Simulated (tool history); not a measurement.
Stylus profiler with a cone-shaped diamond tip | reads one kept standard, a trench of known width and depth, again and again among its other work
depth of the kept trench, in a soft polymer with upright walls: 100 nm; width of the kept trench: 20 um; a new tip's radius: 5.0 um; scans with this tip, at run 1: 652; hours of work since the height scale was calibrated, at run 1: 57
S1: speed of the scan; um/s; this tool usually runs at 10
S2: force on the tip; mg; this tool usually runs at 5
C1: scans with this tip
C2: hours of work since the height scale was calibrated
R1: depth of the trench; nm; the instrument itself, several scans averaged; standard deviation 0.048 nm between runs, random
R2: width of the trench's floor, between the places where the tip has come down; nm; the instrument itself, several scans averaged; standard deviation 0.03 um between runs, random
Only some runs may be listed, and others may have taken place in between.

run     day  S1     S2    C1   C2      R1     R2
  1       0  10      5   652   57  102.41  17980
  2   0.388  10      5   704   61  102.41  17900
  3   1.117  10      5   801   70  102.46  17970
  4   1.583  10   8.59   864   75   103.5  18000
  5   1.917  10   8.59   908   79  103.32  17930
  6   2.283  10      5   958   83  102.47  17960
  7   3.012  10   3.31  1055   92  101.89  17970
  8   3.621  10      5  1137   99  102.32  17930
  9   4.183  10   5.46  1213  105  102.52  17910
 10   4.546  10   2.13  1261  110  101.46  17900
 11   5.075  15      5  1332  116  102.46  17930
 12   5.583  10   3.35  1400  122  101.86  17950
 13   6.033  10   3.35  1461  127  101.85  17950
 14   6.775  10   2.84  1560  136  101.69  17970
 15   7.425  10   2.84  1647  143  101.68  17930
 16   8.125  10   2.84  1741  151  101.72  17910
 17   8.838  10   2.84  1836  160  101.68  17900
 18   9.604  10      5  1939  169  102.39  17940
 19  10.288  20   8.89  2031  177   103.6  17900
 20  11.004   6   2.62  2127  185  101.72  17930
 21  11.508   6   2.62  2194  191  101.69  17910
 22  12.204   6   2.62  2288  199  101.64  17910
 23  12.708   6   1.87  2355  205  101.37  17970
 24  13.388  15   4.35  2446  213  102.32  17910
 25  13.846  15   4.35  2507  218  102.26  17900
 26  14.579  10  14.42  2606  227  104.82  17960
 27  15.346   4   5.06  2709  236  102.48  17890
 28  15.671   5  10.28  2752  239     104  17890
 29  16.129  13   3.08  2813  245  101.76  17860
 30  16.617   4   4.59  2879  250  102.37  17910
 31  17.112   4   3.57  2945  256  101.97  17930
 32  17.538   4   3.57  3002  261  101.94  17900
 33  17.892  10  10.62  3050  265  103.97  17940
 34  18.658  14      5  3153  274  102.42  17920
 35  19.267   5   9.27  3234  281  103.69  17870
 36  19.671  31  14.98  3288  286  105.05  17860

3 ways to go on from here, each from the tool as it stands after run 36. What would each give?
  A  20.092   2  13.12  3345  291   ?   ?
  B  20.092  16   4.11  3345  291   ?   ?
  C  20.092   9  14.99  3345  291   ?   ?

run      R1     R2
  A  104.75  17960
  B  102.25  17850
  C  105.07  17960
Without the tool's hidden state the same runs would have given:
run      R1     R2
  A  104.59  18040
  B  102.09  17940
  C   104.9  18050

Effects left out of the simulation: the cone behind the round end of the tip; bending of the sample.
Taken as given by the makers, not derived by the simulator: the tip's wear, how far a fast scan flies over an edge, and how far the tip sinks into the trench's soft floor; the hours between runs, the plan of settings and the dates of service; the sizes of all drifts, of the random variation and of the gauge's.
